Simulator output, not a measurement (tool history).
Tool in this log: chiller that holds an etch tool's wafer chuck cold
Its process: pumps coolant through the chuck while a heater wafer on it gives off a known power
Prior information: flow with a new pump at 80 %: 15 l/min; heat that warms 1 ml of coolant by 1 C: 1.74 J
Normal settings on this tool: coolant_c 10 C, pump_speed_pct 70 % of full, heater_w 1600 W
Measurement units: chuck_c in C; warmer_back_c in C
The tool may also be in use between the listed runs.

run	hour	coolant_c	pump_speed_pct	heater_w	chuck_c	warmer_back_c
1	0	10	70	1600	20.8	4.37
2	31	19	70	1600	29.9	4.4
3	44	12	70	1600	22.8	4.4
4	64.8	12	70	1600	22.9	4.44
5	83	12	70	1600	23	4.4
# hour 85.6: chiller's thermometer calibrated
6	101.8	12	70	1600	22.6	4.39
7	115.3	12	70	1600	22.5	4.4
8	145.5	15	79	1600	24.9	3.81
9	170	10	79	1600	19.9	3.85
10	198.8	10	79	1600	19.7	3.83
11	220.4	1	78	2244	15.2	5.48
12	235.2	1	78	2244	15.2	5.49

Estimate the outcome of run 13 from the log above:
13	261	10	87	872	?	?

Run 13 yielded chuck_c 14.7 C, warmer_back_c 1.85 C.
With no hidden state in the tool, this same run would have given chuck_c 15.1 C, warmer_back_c 1.79 C.
